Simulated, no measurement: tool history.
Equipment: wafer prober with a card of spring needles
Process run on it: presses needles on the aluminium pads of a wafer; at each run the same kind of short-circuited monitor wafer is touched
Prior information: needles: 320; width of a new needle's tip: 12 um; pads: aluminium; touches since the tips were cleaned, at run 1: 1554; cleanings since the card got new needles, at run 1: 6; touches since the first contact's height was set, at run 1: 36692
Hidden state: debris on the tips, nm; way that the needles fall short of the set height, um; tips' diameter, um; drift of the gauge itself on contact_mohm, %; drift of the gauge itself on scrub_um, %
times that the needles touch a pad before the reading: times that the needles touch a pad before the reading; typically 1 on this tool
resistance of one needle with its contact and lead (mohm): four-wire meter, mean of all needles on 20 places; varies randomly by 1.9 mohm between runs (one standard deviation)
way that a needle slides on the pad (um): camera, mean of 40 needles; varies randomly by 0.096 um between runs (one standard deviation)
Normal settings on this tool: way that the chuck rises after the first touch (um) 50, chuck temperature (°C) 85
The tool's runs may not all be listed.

run	hour	way that the chuck rises after the first touch (um)	chuck temperature (°C)	times that the needles touch a pad before the reading	touches since the tips were cleaned	cleanings since the card got new needles	touches since the first contact's height was set	resistance of one needle with its contact and lead (mohm)	way that a needle slides on the pad (um)
1	0.0	50	85	1	1554	6	36692	231	13.67
# hour 21.5: tips cleaned on abrasive film
2	28.1	50	74	1	1409	7	42630	227	13.70
# hour 49.7: tips cleaned on abrasive film
3	49.9	50	74	1	43	8	47221	209	13.83
# hour 78.3: tips cleaned on abrasive film
4	85.4	50	85	1	1500	9	54711	232	13.65
5	100.4	50	85	1	4670	9	57881	251	13.60
# hour 104.8: tips cleaned on abrasive film
6	130.1	50	85	1	5375	10	64163	258	13.68
# hour 133.3: tips cleaned on abrasive film
7	147.2	50	85	1	2938	11	67756	241	13.69
# hour 160.1: tips cleaned on abrasive film
8	170.9	45	85	1	2296	12	72753	245	12.07
# hour 186.8: tips cleaned on abrasive film
9	189.8	50	85	3	627	13	76720	212	13.67
# hour 214.1: tips cleaned on abrasive film
10	217.9	50	85	3	816	14	82665	215	13.69
# hour 241.4: tips cleaned on abrasive film
11	254.1	50	85	3	2693	15	90304	217	13.69
# hour 269.1: tips cleaned on abrasive film
12	286.7	31	85	3	3736	16	97192	253	8.30
# hour 297.7: tips cleaned on abrasive film
13	315.4	31	85	3	3741	17	103229	249	8.31
# hour 325.8: tips cleaned on abrasive film
14	338.3	31	85	3	2646	18	108074	245	8.23
# hour 352.5: tips cleaned on abrasive film
15	356.7	31	85	3	888	19	111945	229	8.20
# hour 381.0: tips cleaned on abrasive film
16	382.4	31	85	3	280	20	117352	221	8.16
# hour 408.0: tips cleaned on abrasive film
17	411.4	50	58	2	711	21	123470	211	13.50
# hour 434.4: tips cleaned on abrasive film
18	445.0	54	25	2	2233	22	130566	210	14.48
# hour 462.7: tips cleaned on abrasive film
19	463.0	35	41	2	66	23	134373	209	9.30
20	488.0	31	35	1	5360	23	139667	335	8.15
# hour 490.3: tips cleaned on abrasive film
21	509.7	50	85	2	4106	24	144220	232	13.52
# hour 517.8: tips cleaned on abrasive film
22	536.5	32	104	2	3972	25	149891	277	8.41
# hour 538.4: height of the first contact set anew
# hour 546.5: tips cleaned on abrasive film
23	561.4	41	74	1	3155	26	4838	277	10.82
# hour 574.3: tips cleaned on abrasive film
24	591.4	41	74	1	3607	27	11165	270	10.59
# hour 602.8: tips cleaned on abrasive film
25	612.7	37	74	2	2103	28	15662	245	9.73
# hour 629.4: tips cleaned on abrasive film
26	629.4	58	74	3	0	29	19180	203	15.55
27	649.4	38	61	3	4231	29	23411	238	9.79
# hour 656.4: tips cleaned on abrasive film
28	668.8	38	28	3	2625	30	27495	223	9.93
# hour 684.3: tips cleaned on abrasive film
# hour 687.3: height of the first contact set anew, once more
29	700.7	38	28	3	3408	31	2832	222	10.63
# hour 711.8: tips cleaned on abrasive film
30	731.0	42	49	2	4062	32	9225	237	11.52
# hour 739.9: tips cleaned on abrasive film
31	746.1	42	49	2	1317	33	12398	221	11.60
32	764.7	42	49	1	5254	33	16335	272	11.60

Pick out some run-to-run changes in resistance of one needle with its contact and lead (mohm). Of each, how much would a tool without hidden state show as well, from the settings, what came in and chance, and how much is left for the hidden state and any gauge scatter not in both results compared?
Run 19 -> 20: way that the chuck rises after the first touch (um) 35 -> 31, chuck temperature (°C) 41 -> 35, times that the needles touch a pad before the reading 2 -> 1. resistance of one needle with its contact and lead (mohm) +126: hidden state +123, all else +3.
Run 20 -> 21: way that the chuck rises after the first touch (um) 31 -> 50, chuck temperature (°C) 35 -> 85, times that the needles touch a pad before the reading 1 -> 2, tips cleaned on abrasive film. resistance of one needle with its contact and lead (mohm) -103: hidden state -105, all else +2.
Run 31 -> 32: times that the needles touch a pad before the reading 2 -> 1. resistance of one needle with its contact and lead (mohm) +51: hidden state +53, all else -2.
